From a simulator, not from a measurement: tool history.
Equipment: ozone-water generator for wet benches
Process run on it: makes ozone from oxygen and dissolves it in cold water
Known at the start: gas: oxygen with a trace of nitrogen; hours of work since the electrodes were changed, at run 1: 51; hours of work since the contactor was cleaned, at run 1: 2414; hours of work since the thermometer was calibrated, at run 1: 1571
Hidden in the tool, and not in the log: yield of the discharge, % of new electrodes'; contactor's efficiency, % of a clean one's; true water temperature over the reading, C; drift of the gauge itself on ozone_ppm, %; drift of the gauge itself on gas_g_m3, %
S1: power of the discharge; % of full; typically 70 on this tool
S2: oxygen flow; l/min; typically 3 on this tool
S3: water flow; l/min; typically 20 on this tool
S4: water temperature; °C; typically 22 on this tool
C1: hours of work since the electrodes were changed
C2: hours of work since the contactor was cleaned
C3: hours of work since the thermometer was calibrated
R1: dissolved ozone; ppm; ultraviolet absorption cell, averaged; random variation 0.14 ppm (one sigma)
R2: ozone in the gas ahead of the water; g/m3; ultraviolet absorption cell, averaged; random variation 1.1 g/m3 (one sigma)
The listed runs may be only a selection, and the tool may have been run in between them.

Run 1, hour 0: usual settings; C1 51; C2 2414; C3 1571. Result: R1 15.2 ppm, R2 196.5 g/m3.
Run 2, hour 101.2: usual settings; C1 148; C2 2511; C3 1668. Result: R1 15.4 ppm, R2 193.9 g/m3.
Run 3, hour 251.9: usual settings but S3 14 l/min; C1 291; C2 2654; C3 1811. Result: R1 20.4 ppm, R2 194.8 g/m3.
Run 4, hour 388.4: usual settings but S3 21 l/min; C1 421; C2 2784; C3 1941. Result: R1 14.7 ppm, R2 195 g/m3.
Run 5, hour 522.4: usual settings but S3 21 l/min; C1 548; C2 2912; C3 2069. Result: R1 14.3 ppm, R2 195.1 g/m3.
Run 6, hour 686.6: usual settings but S3 21 l/min; C1 705; C2 3068; C3 2225. Result: R1 14.7 ppm, R2 194.6 g/m3.
Run 7, hour 776.2: usual settings but S3 13 l/min; C1 790; C2 3153; C3 2310. Result: R1 21.6 ppm, R2 193 g/m3.
Run 8, hour 908.1: usual settings but S3 13 l/min, S4 15 °C; C1 916; C2 3279; C3 2436. Result: R1 23.8 ppm, R2 193.9 g/m3.
Run 9, hour 1002.7: usual settings but S3 13 l/min, S4 15 °C; C1 1006; C2 3369; C3 2526. Result: R1 23.4 ppm, R2 192.6 g/m3.
Run 10, hour 1133.6: usual settings but S3 13 l/min, S4 15 °C; C1 1130; C2 3493; C3 2650. Result: R1 23.6 ppm, R2 192.6 g/m3.
Run 11, hour 1254.6: usual settings but S3 13 l/min, S4 15 °C; C1 1246; C2 3609; C3 2766. Result: R1 22.8 ppm, R2 191.7 g/m3.
Run 12, hour 1404.5: usual settings but S3 13 l/min, S4 15 °C; C1 1388; C2 3751; C3 2908. Result: R1 23.6 ppm, R2 192.5 g/m3.
Run 13, hour 1548.3: usual settings but S3 13 l/min, S4 15 °C; C1 1525; C2 3888; C3 3045. Result: R1 23.6 ppm, R2 194.3 g/m3.
Run 14, hour 1619.8: usual settings but S3 24 l/min; C1 1593; C2 3956; C3 3113. Result: R1 12.6 ppm, R2 191.6 g/m3.
Run 15, hour 1696.7: usual settings but S3 27 l/min; C1 1666; C2 4029; C3 3186. Result: R1 11.2 ppm, R2 189.5 g/m3.
Run 16, hour 1783.2: usual settings; C1 1749; C2 4112; C3 3269. Result: R1 14.8 ppm, R2 190.5 g/m3.
Run 17, hour 1888.7: usual settings but S1 52 % of full; C1 1849; C2 4212; C3 3369. Result: R1 12.9 ppm, R2 164.6 g/m3.
At hour 1962.1: water thermometer calibrated.
Run 18, hour 2040.3: usual settings but S1 52 % of full; C1 1993; C2 4356; C3 75. Result: R1 13.1 ppm, R2 164.4 g/m3.

For run 19, what comes out?
Run 19, hour 2128.4: usual settings but S1 75 % of full, S2 2.82 l/min; C1 2077; C2 4440; C3 158. Result: R1 ?, R2 ?.

{"run 19": {"R1": 15.2, "R2": 203.7}}
Minus the tool's unlogged condition, the same run would have read R1 15.9 ppm, R2 208.8 g/m3.
